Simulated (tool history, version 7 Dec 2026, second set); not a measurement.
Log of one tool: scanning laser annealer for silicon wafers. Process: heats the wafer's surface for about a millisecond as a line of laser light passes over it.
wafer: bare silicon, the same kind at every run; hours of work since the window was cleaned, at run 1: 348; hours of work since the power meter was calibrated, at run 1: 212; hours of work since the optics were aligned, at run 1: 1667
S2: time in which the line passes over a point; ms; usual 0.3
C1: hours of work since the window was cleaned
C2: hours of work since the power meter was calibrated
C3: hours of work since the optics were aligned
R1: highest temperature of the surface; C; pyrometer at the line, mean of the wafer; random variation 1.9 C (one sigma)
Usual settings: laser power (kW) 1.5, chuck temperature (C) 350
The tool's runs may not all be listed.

Run 1, hour 0: usual settings; C1 348; C2 212; C3 1667. Result: R1 1190 C.
Run 2, hour 9.9: usual settings but laser power (kW) 1.521; C1 353; C2 217; C3 1672. Result: R1 1206 C.
Run 3, hour 21: usual settings but laser power (kW) 1.521; C1 358; C2 222; C3 1677. Result: R1 1210 C.
Run 4, hour 30.1: usual settings; C1 363; C2 226; C3 1681. Result: R1 1195 C.
Run 5, hour 36: usual settings; C1 365; C2 229; C3 1684. Result: R1 1193 C.
Run 6, hour 41: usual settings; C1 368; C2 232; C3 1687. Result: R1 1194 C.
At hour 52.7: optics aligned, line set to its width.
Run 7, hour 52.7: usual settings but S2 0.34 ms; C1 371; C2 235; C3 0. Result: R1 1254 C.
At hour 55.5: window over the wafer cleaned.
Run 8, hour 62.4: usual settings but S2 0.34 ms; C1 3; C2 239; C3 4. Result: R1 1257 C.
Run 9, hour 72.7: usual settings; C1 8; C2 243; C3 9. Result: R1 1194 C.
Run 10, hour 82.5: usual settings; C1 13; C2 248; C3 13. Result: R1 1196 C.
Run 11, hour 93.1: usual settings; C1 18; C2 253; C3 18. Result: R1 1195 C.
Run 12, hour 104.3: usual settings but laser power (kW) 1.293; C1 23; C2 259; C3 24. Result: R1 1046 C.
Run 13, hour 111.6: usual settings but laser power (kW) 1.293; C1 27; C2 262; C3 27. Result: R1 1046 C.
Run 14, hour 119.2: usual settings but laser power (kW) 1.293, S2 0.263 ms; C1 30; C2 266; C3 31. Result: R1 996 C.
Run 15, hour 128.7: usual settings but laser power (kW) 1.63; C1 35; C2 270; C3 35. Result: R1 1293 C.
Run 16, hour 139.2: usual settings but laser power (kW) 1.63; C1 40; C2 275; C3 40. Result: R1 1294 C.
Run 17, hour 150.8: usual settings but laser power (kW) 1.516; C1 46; C2 281; C3 46. Result: R1 1208 C.
Run 18, hour 156.1: usual settings; C1 48; C2 283; C3 49. Result: R1 1192 C.
Run 19, hour 166.3: usual settings; C1 53; C2 288; C3 53. Result: R1 1194 C.
Run 20, hour 176.8: usual settings; C1 58; C2 293; C3 58. Result: R1 1196 C.
Run 21, hour 186.4: usual settings; C1 63; C2 298; C3 63. Result: R1 1196 C.
Run 22, hour 193: usual settings but laser power (kW) 1.559, chuck temperature (C) 334; C1 66; C2 301; C3 66. Result: R1 1223 C.
Run 23, hour 200.1: usual settings but laser power (kW) 1.374, chuck temperature (C) 337; C1 69; C2 304; C3 70. Result: R1 1091 C.
Run 24, hour 204.9: usual settings but laser power (kW) 1.374, chuck temperature (C) 337; C1 72; C2 307; C3 72. Result: R1 1090 C.
Run 25, hour 216: usual settings but laser power (kW) 1.616, S2 0.252 ms, chuck temperature (C) 333; C1 77; C2 312; C3 77. Result: R1 1176 C.
Run 26, hour 222.8: usual settings but laser power (kW) 1.379, S2 0.236 ms; C1 80; C2 315; C3 80. Result: R1 1011 C.
Run 27, hour 234.1: usual settings but laser power (kW) 1.379, S2 0.212 ms; C1 85; C2 321; C3 86. Result: R1 969 C.
Run 28, hour 245.2: usual settings but laser power (kW) 1.357, S2 0.241 ms; C1 91; C2 326; C3 91. Result: R1 1002 C.
Run 29, hour 254.7: usual settings but S2 0.294 ms; C1 95; C2 331; C3 96. Result: R1 1183 C.
Run 30, hour 265.3: usual settings but laser power (kW) 1.315, S2 0.221 ms, chuck temperature (C) 325; C1 100; C2 336; C3 101. Result: R1 919 C.
Run 31, hour 275.4: usual settings but laser power (kW) 1.306, chuck temperature (C) 312; C1 105; C2 341; C3 106. Result: R1 1018 C.
Run 32, hour 280.1: usual settings but chuck temperature (C) 359; C1 108; C2 343; C3 108. Result: R1 1202 C.
Run 33, hour 288.6: usual settings but laser power (kW) 1.532; C1 112; C2 347; C3 112. Result: R1 1221 C.
Run 34, hour 300.1: usual settings but laser power (kW) 1.412, S2 0.32 ms, chuck temperature (C) 313; C1 117; C2 352; C3 117. Result: R1 1126 C.
Run 35, hour 305.6: usual settings but laser power (kW) 1.514, S2 0.288 ms; C1 120; C2 355; C3 120. Result: R1 1184 C.
Run 36, hour 315.5: usual settings but laser power (kW) 1.606, chuck temperature (C) 369; C1 124; C2 360; C3 125. Result: R1 1293 C.
Run 37, hour 321.6: usual settings but laser power (kW) 1.606, chuck temperature (C) 369; C1 127; C2 363; C3 128. Result: R1 1290 C.
Run 38, hour 330.4: usual settings but laser power (kW) 1.606, chuck temperature (C) 369; C1 132; C2 367; C3 132. Result: R1 1292 C.
Run 39, hour 336: usual settings but S2 0.22 ms; C1 134; C2 370; C3 135. Result: R1 1056 C.
Run 40, hour 344.5: usual settings but S2 0.22 ms; C1 138; C2 374; C3 139. Result: R1 1063 C.

5 ways to go on from here, each from the tool as it stands after run 40. What would each give?
Run A, hour 353.8: usual settings but S2 0.254 ms; C1 143; C2 378; C3 143. Result: R1 ?.
Run B, hour 353.8: usual settings but laser power (kW) 1.482, S2 0.282 ms; C1 143; C2 378; C3 143. Result: R1 ?.
Run C, hour 353.8: usual settings but S2 0.22 ms, chuck temperature (C) 311; C1 143; C2 378; C3 143. Result: R1 ?.
Run D, hour 353.8: usual settings but laser power (kW) 1.284, S2 0.22 ms; C1 143; C2 378; C3 143. Result: R1 ?.
Run E, hour 353.8: usual settings but chuck temperature (C) 379; C1 143; C2 378; C3 143. Result: R1 ?.

run    R1
  A  1119
  B  1153
  C  1019
  D   927
  E  1223
Without the tool's hidden state the same runs would have given:
run    R1
  A  1120
  B  1154
  C  1019
  D   928
  E  1224
